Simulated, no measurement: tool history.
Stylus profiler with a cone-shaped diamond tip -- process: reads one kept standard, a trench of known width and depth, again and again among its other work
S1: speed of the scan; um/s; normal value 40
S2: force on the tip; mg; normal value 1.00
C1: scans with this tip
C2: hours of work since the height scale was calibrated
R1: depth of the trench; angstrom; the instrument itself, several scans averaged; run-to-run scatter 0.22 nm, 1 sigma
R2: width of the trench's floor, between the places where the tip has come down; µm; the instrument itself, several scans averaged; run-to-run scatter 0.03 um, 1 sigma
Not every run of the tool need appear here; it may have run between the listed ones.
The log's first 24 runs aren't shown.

run,hour,S1,S2,C1,C2,R1,R2
25,319.0,15,2.17,5996,16,10051.3,15.07
# hour 337.4: height scale calibrated on a step standard, once more
26,338.0,14,2.17,6109,0,10079.6,15.07
27,348.4,65,0.79,6173,5,10042.7,14.89
28,356.6,19,1.27,6224,8,10060.6,15.06
29,366.5,19,1.27,6285,12,10054.4,15.13
30,382.3,19,1.27,6382,19,10052.0,15.06
31,395.9,21,1.76,6466,24,10070.2,15.01
32,408.7,56,2.20,6544,30,10081.0,14.97
33,425.5,75,2.04,6648,37,10078.8,14.78
34,435.1,136,0.54,6706,41,10031.5,14.41
35,449.8,136,0.54,6797,47,10032.8,14.33
36,465.9,136,0.54,6896,54,10029.9,14.43
37,484.7,44,2.11,7011,62,10081.1,14.90
38,495.1,65,2.79,7075,66,10094.4,14.91
39,512.2,114,0.99,7181,73,10047.5,14.52
40,524.8,114,0.99,7258,78,10045.3,14.50

Branching from run 40: 4 alternative next runs. What would each branch give?
A,535.3,18,1.39,7323,83,?,?
B,535.3,15,0.54,7323,83,?,?
C,535.3,114,0.43,7323,83,?,?
D,535.3,36,1.47,7323,83,?,?

run,R1,R2
A,10059.8,14.91
B,10027.6,14.85
C,10025.9,14.38
D,10062.7,14.85
With no hidden state in the tool, these same runs would have given:
run,R1,R2
A,10061.8,15.94
B,10029.6,15.89
C,10027.9,15.41
D,10064.7,15.89

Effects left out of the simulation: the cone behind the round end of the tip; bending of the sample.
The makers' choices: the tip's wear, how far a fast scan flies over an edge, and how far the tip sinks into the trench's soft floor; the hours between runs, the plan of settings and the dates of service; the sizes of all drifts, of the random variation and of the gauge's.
